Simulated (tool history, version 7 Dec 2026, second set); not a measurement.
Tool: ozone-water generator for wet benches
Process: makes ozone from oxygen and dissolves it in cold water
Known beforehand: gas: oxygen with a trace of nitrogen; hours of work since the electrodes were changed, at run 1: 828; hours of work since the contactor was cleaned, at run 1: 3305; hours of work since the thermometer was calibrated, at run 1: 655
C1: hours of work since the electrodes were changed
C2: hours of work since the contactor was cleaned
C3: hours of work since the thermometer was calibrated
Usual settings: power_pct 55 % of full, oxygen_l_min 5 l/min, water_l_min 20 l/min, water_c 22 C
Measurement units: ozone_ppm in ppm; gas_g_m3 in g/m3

{"run": 1, "hour": 0.0, "power_pct": 55, "oxygen_l_min": 5, "water_l_min": 20, "water_c": 22, "C1": 828, "C2": 3305, "C3": 655, "ozone_ppm": 19.9, "gas_g_m3": 178.9}
{"run": 2, "hour": 50.5, "power_pct": 55, "oxygen_l_min": 5, "water_l_min": 20, "water_c": 21, "C1": 863, "C2": 3340, "C3": 690, "ozone_ppm": 20.3, "gas_g_m3": 178.1}
{"run": 3, "hour": 90.4, "power_pct": 55, "oxygen_l_min": 5, "water_l_min": 20, "water_c": 22, "C1": 891, "C2": 3368, "C3": 718, "ozone_ppm": 20.1, "gas_g_m3": 179.5}
{"run": 4, "hour": 149.8, "power_pct": 55, "oxygen_l_min": 5, "water_l_min": 20, "water_c": 22, "C1": 932, "C2": 3409, "C3": 760, "ozone_ppm": 20, "gas_g_m3": 179.5}
{"run": 5, "hour": 220.2, "power_pct": 55, "oxygen_l_min": 5, "water_l_min": 20, "water_c": 18, "C1": 981, "C2": 3458, "C3": 809, "ozone_ppm": 21.3, "gas_g_m3": 176.2}
{"run": 6, "hour": 264.0, "power_pct": 55, "oxygen_l_min": 5, "water_l_min": 20, "water_c": 18, "C1": 1012, "C2": 3488, "C3": 839, "ozone_ppm": 21.6, "gas_g_m3": 175.8}
{"run": 7, "hour": 322.5, "power_pct": 69, "oxygen_l_min": 5, "water_l_min": 20, "water_c": 22, "C1": 1052, "C2": 3529, "C3": 880, "ozone_ppm": 25.3, "gas_g_m3": 219.6}
{"run": 8, "hour": 372.7, "power_pct": 69, "oxygen_l_min": 5, "water_l_min": 20, "water_c": 22, "C1": 1087, "C2": 3564, "C3": 915, "ozone_ppm": 24.9, "gas_g_m3": 217.8}
{"run": 9, "hour": 418.1, "power_pct": 55, "oxygen_l_min": 5, "water_l_min": 20, "water_c": 22, "C1": 1119, "C2": 3596, "C3": 947, "ozone_ppm": 20.2, "gas_g_m3": 175.6}
{"run": 10, "hour": 452.9, "power_pct": 55, "oxygen_l_min": 5, "water_l_min": 20, "water_c": 22, "C1": 1143, "C2": 3620, "C3": 971, "ozone_ppm": 20.3, "gas_g_m3": 175.7}
{"run": 11, "hour": 502.2, "power_pct": 55, "oxygen_l_min": 5, "water_l_min": 20, "water_c": 22, "C1": 1178, "C2": 3654, "C3": 1005, "ozone_ppm": 20.4, "gas_g_m3": 176.9}
{"run": 12, "hour": 535.6, "power_pct": 55, "oxygen_l_min": 5, "water_l_min": 20, "water_c": 22, "C1": 1201, "C2": 3678, "C3": 1028, "ozone_ppm": 20.3, "gas_g_m3": 176.1}
{"run": 13, "hour": 586.6, "power_pct": 55, "oxygen_l_min": 5, "water_l_min": 20, "water_c": 22, "C1": 1236, "C2": 3713, "C3": 1064, "ozone_ppm": 20.1, "gas_g_m3": 175.4}
{"run": 14, "hour": 626.5, "power_pct": 63, "oxygen_l_min": 4.07, "water_l_min": 23, "water_c": 25, "C1": 1264, "C2": 3741, "C3": 1092, "ozone_ppm": 19.4, "gas_g_m3": 220.5}
{"run": 15, "hour": 677.9, "power_pct": 92, "oxygen_l_min": 4.04, "water_l_min": 32, "water_c": 20, "C1": 1300, "C2": 3777, "C3": 1128, "ozone_ppm": 21.5, "gas_g_m3": 314.6}
{"run": 16, "hour": 720.9, "power_pct": 94, "oxygen_l_min": 4.04, "water_l_min": 32, "water_c": 19, "C1": 1330, "C2": 3807, "C3": 1158, "ozone_ppm": 22.4, "gas_g_m3": 319.5}
{"run": 17, "hour": 797.3, "power_pct": 99, "oxygen_l_min": 7.33, "water_l_min": 26, "water_c": 14, "C1": 1383, "C2": 3860, "C3": 1211, "ozone_ppm": 32.5, "gas_g_m3": 250.6}
{"run": 18, "hour": 863.2, "power_pct": 99, "oxygen_l_min": 7.33, "water_l_min": 26, "water_c": 14, "C1": 1429, "C2": 3906, "C3": 1257, "ozone_ppm": 32.4, "gas_g_m3": 248.3}
{"run": 19, "hour": 920.4, "power_pct": 99, "oxygen_l_min": 7.33, "water_l_min": 26, "water_c": 14, "C1": 1469, "C2": 3946, "C3": 1297, "ozone_ppm": 32.5, "gas_g_m3": 248.3}
{"run": 20, "hour": 992.2, "power_pct": 99, "oxygen_l_min": 7.33, "water_l_min": 26, "water_c": 20, "C1": 1519, "C2": 3996, "C3": 1347, "ozone_ppm": 29.8, "gas_g_m3": 249.8}
{"run": 21, "hour": 1023.7, "power_pct": 99, "oxygen_l_min": 7.33, "water_l_min": 26, "water_c": 20, "C1": 1541, "C2": 4018, "C3": 1369, "ozone_ppm": 29.4, "gas_g_m3": 248}
{"run": 22, "hour": 1066.8, "power_pct": 99, "oxygen_l_min": 7.33, "water_l_min": 31, "water_c": 20, "C1": 1571, "C2": 4048, "C3": 1399, "ozone_ppm": 25.7, "gas_g_m3": 245.3}
{"run": 23, "hour": 1130.9, "power_pct": 99, "oxygen_l_min": 7.33, "water_l_min": 31, "water_c": 20, "C1": 1616, "C2": 4093, "C3": 1443, "ozone_ppm": 25.6, "gas_g_m3": 246.9}
{"hour": 1149.5, "done": "gauge calibrated"}
{"run": 24, "hour": 1165.3, "power_pct": 99, "oxygen_l_min": 7.33, "water_l_min": 31, "water_c": 20, "C1": 1640, "C2": 4117, "C3": 1467, "ozone_ppm": 25.9, "gas_g_m3": 255.2}
{"run": 25, "hour": 1241.5, "power_pct": 55, "oxygen_l_min": 5, "water_l_min": 14, "water_c": 29, "C1": 1693, "C2": 4170, "C3": 1520, "ozone_ppm": 22.4, "gas_g_m3": 178.5}

Here are 3 independent what-if runs from the current tool condition. What would each one return?
{"run": "A", "hour": 1286.7, "power_pct": 62, "oxygen_l_min": 5.84, "water_l_min": 20, "water_c": 28, "C1": 1724, "C2": 4201, "C3": 1552, "ozone_ppm": "?", "gas_g_m3": "?"}
{"run": "B", "hour": 1286.7, "power_pct": 62, "oxygen_l_min": 5, "water_l_min": 20, "water_c": 22, "C1": 1724, "C2": 4201, "C3": 1552, "ozone_ppm": "?", "gas_g_m3": "?"}
{"run": "C", "hour": 1286.7, "power_pct": 55, "oxygen_l_min": 5, "water_l_min": 13, "water_c": 22, "C1": 1724, "C2": 4201, "C3": 1552, "ozone_ppm": "?", "gas_g_m3": "?"}

run=A ozone_ppm=20.3 gas_g_m3=184
run=B ozone_ppm=23.1 gas_g_m3=197.2
run=C ozone_ppm=26.6 gas_g_m3=177.2
Had the tool no hidden state, the same runs would have come out as:
run=A ozone_ppm=20.4 gas_g_m3=184.7
run=B ozone_ppm=23.1 gas_g_m3=198
run=C ozone_ppm=26.6 gas_g_m3=177.9
